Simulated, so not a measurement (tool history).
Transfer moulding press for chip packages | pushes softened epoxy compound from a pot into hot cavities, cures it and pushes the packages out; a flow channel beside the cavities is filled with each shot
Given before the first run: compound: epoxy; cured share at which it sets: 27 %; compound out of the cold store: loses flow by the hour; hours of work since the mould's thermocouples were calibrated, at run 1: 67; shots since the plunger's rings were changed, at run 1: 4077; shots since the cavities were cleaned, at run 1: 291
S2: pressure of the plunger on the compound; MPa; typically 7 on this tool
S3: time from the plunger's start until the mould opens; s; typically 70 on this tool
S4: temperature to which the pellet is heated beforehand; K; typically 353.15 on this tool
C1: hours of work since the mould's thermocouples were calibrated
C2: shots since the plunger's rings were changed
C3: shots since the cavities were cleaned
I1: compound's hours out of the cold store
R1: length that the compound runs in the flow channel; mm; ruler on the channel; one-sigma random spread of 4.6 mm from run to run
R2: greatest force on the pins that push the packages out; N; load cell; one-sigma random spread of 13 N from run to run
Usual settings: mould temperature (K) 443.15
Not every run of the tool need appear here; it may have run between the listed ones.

{"run": 1, "hour": 0.0, "mould temperature (K)": 443.15, "S2": 7, "S3": 70, "S4": 353.15, "C1": 67, "C2": 4077, "C3": 291, "I1": 24.7, "R1": 888, "R2": 948}
{"run": 2, "hour": 10.0, "mould temperature (K)": 443.15, "S2": 7, "S3": 70, "S4": 353.15, "C1": 72, "C2": 4197, "C3": 411, "I1": 22.5, "R1": 895, "R2": 1023}
{"run": 3, "hour": 16.0, "mould temperature (K)": 443.15, "S2": 7, "S3": 70, "S4": 353.15, "C1": 75, "C2": 4270, "C3": 484, "I1": 19.7, "R1": 911, "R2": 1029}
{"run": 4, "hour": 22.7, "mould temperature (K)": 443.15, "S2": 7, "S3": 70, "S4": 353.15, "C1": 78, "C2": 4351, "C3": 565, "I1": 18.1, "R1": 910, "R2": 1081}
{"hour": 26.6, "done": "cavities cleaned with cleaning compound and waxed"}
{"run": 5, "hour": 33.3, "mould temperature (K)": 443.15, "S2": 7, "S3": 70, "S4": 353.15, "C1": 83, "C2": 4461, "C3": 81, "I1": 28.3, "R1": 871, "R2": 688}
{"run": 6, "hour": 42.1, "mould temperature (K)": 443.15, "S2": 7, "S3": 70, "S4": 355.15, "C1": 87, "C2": 4567, "C3": 187, "I1": 46, "R1": 791, "R2": 760}
{"run": 7, "hour": 48.1, "mould temperature (K)": 443.15, "S2": 7, "S3": 70, "S4": 355.15, "C1": 90, "C2": 4639, "C3": 259, "I1": 22.7, "R1": 883, "R2": 876}
{"run": 8, "hour": 57.9, "mould temperature (K)": 443.15, "S2": 7, "S3": 70, "S4": 355.15, "C1": 95, "C2": 4756, "C3": 376, "I1": 21.6, "R1": 899, "R2": 922}
{"run": 9, "hour": 65.3, "mould temperature (K)": 443.15, "S2": 6.23, "S3": 70, "S4": 353.15, "C1": 98, "C2": 4845, "C3": 465, "I1": 29.5, "R1": 805, "R2": 984}
{"hour": 73.4, "done": "plunger's sealing rings changed"}
{"run": 10, "hour": 77.2, "mould temperature (K)": 443.15, "S2": 6.23, "S3": 70, "S4": 353.15, "C1": 103, "C2": 46, "C3": 579, "I1": 35.1, "R1": 831, "R2": 1013}
{"hour": 80.3, "done": "cavities cleaned with cleaning compound and waxed"}
{"run": 11, "hour": 87.0, "mould temperature (K)": 443.15, "S2": 7, "S3": 70, "S4": 353.15, "C1": 107, "C2": 146, "C3": 81, "I1": 34.1, "R1": 881, "R2": 697}
{"run": 12, "hour": 98.4, "mould temperature (K)": 443.15, "S2": 7, "S3": 70, "S4": 353.15, "C1": 113, "C2": 283, "C3": 218, "I1": 27.5, "R1": 913, "R2": 815}
{"run": 13, "hour": 107.3, "mould temperature (K)": 443.15, "S2": 7.27, "S3": 70, "S4": 353.15, "C1": 117, "C2": 390, "C3": 325, "I1": 8.1, "R1": 1036, "R2": 981}
{"run": 14, "hour": 115.9, "mould temperature (K)": 443.15, "S2": 7.27, "S3": 70, "S4": 353.15, "C1": 121, "C2": 494, "C3": 429, "I1": 44.7, "R1": 854, "R2": 922}
{"run": 15, "hour": 128.7, "mould temperature (K)": 443.15, "S2": 8.05, "S3": 92, "S4": 360.15, "C1": 127, "C2": 648, "C3": 583, "I1": 37.8, "R1": 917, "R2": 724}
{"hour": 131.0, "done": "cavities cleaned with cleaning compound and waxed"}
{"run": 16, "hour": 136.8, "mould temperature (K)": 446.15, "S2": 6.62, "S3": 57, "S4": 355.15, "C1": 131, "C2": 728, "C3": 70, "I1": 37, "R1": 837, "R2": 888}
{"run": 17, "hour": 147.4, "mould temperature (K)": 446.15, "S2": 6.62, "S3": 57, "S4": 350.15, "C1": 136, "C2": 856, "C3": 198, "I1": 28.1, "R1": 875, "R2": 1083}
{"run": 18, "hour": 159.4, "mould temperature (K)": 446.15, "S2": 6.62, "S3": 57, "S4": 350.15, "C1": 142, "C2": 1000, "C3": 342, "I1": 35, "R1": 837, "R2": 1183}
{"run": 19, "hour": 168.6, "mould temperature (K)": 443.15, "S2": 7, "S3": 88, "S4": 360.15, "C1": 146, "C2": 1111, "C3": 453, "I1": 13, "R1": 972, "R2": 722}
{"run": 20, "hour": 175.0, "mould temperature (K)": 443.15, "S2": 7, "S3": 88, "S4": 360.15, "C1": 149, "C2": 1188, "C3": 530, "I1": 44.5, "R1": 825, "R2": 758}
{"hour": 182.1, "done": "cavities cleaned with cleaning compound and waxed"}
{"run": 21, "hour": 182.1, "mould temperature (K)": 446.15, "S2": 5.25, "S3": 70, "S4": 351.15, "C1": 152, "C2": 1255, "C3": 0, "I1": 25.6, "R1": 783, "R2": 551}
{"run": 22, "hour": 194.1, "mould temperature (K)": 443.15, "S2": 8.45, "S3": 71, "S4": 353.15, "C1": 158, "C2": 1399, "C3": 144, "I1": 40.3, "R1": 935, "R2": 728}
{"run": 23, "hour": 205.7, "mould temperature (K)": 443.15, "S2": 8.45, "S3": 71, "S4": 353.15, "C1": 163, "C2": 1539, "C3": 284, "I1": 32, "R1": 975, "R2": 871}
{"run": 24, "hour": 215.4, "mould temperature (K)": 443.15, "S2": 8.45, "S3": 71, "S4": 353.15, "C1": 168, "C2": 1656, "C3": 401, "I1": 17.4, "R1": 1045, "R2": 957}
{"run": 25, "hour": 226.1, "mould temperature (K)": 443.15, "S2": 5.29, "S3": 70, "S4": 354.15, "C1": 173, "C2": 1785, "C3": 530, "I1": 17.3, "R1": 825, "R2": 1059}
{"hour": 233.1, "done": "cavities cleaned with cleaning compound and waxed"}
{"run": 26, "hour": 237.2, "mould temperature (K)": 443.15, "S2": 5.29, "S3": 70, "S4": 354.15, "C1": 178, "C2": 1901, "C3": 50, "I1": 28.6, "R1": 780, "R2": 693}
{"run": 27, "hour": 248.4, "mould temperature (K)": 448.15, "S2": 7, "S3": 70, "S4": 351.15, "C1": 184, "C2": 2035, "C3": 184, "I1": 26, "R1": 878, "R2": 631}
{"run": 28, "hour": 258.3, "mould temperature (K)": 448.15, "S2": 7, "S3": 70, "S4": 351.15, "C1": 188, "C2": 2155, "C3": 304, "I1": 13.4, "R1": 942, "R2": 752}

Here are 5 independent what-if runs from the current tool condition. What would each one return?
{"run": "A", "hour": 265.4, "mould temperature (K)": 435.15, "S2": 7, "S3": 70, "S4": 351.15, "C1": 192, "C2": 2240, "C3": 389, "I1": 31.2, "R1": "?", "R2": "?"}
{"run": "B", "hour": 265.4, "mould temperature (K)": 443.15, "S2": 7, "S3": 78, "S4": 353.15, "C1": 192, "C2": 2240, "C3": 389, "I1": 27, "R1": "?", "R2": "?"}
{"run": "C", "hour": 265.4, "mould temperature (K)": 448.15, "S2": 7, "S3": 85, "S4": 351.15, "C1": 192, "C2": 2240, "C3": 389, "I1": 43.4, "R1": "?", "R2": "?"}
{"run": "D", "hour": 265.4, "mould temperature (K)": 437.15, "S2": 7.44, "S3": 52, "S4": 351.15, "C1": 192, "C2": 2240, "C3": 389, "I1": 32.1, "R1": "?", "R2": "?"}
{"run": "E", "hour": 265.4, "mould temperature (K)": 445.15, "S2": 7.59, "S3": 55, "S4": 351.15, "C1": 192, "C2": 2240, "C3": 389, "I1": 12.1, "R1": "?", "R2": "?"}

run=A R1=910 R2=1772
run=B R1=902 R2=781
run=C R1=813 R2=656
run=D R1=932 R2=2643
run=E R1=1003 R2=1660
Take away the tool's hidden state, keep each run's random variation, and the runs would have read:
run=A R1=932 R2=1116
run=B R1=924 R2=496
run=C R1=833 R2=424
run=D R1=955 R2=1682
run=E R1=1028 R2=1046
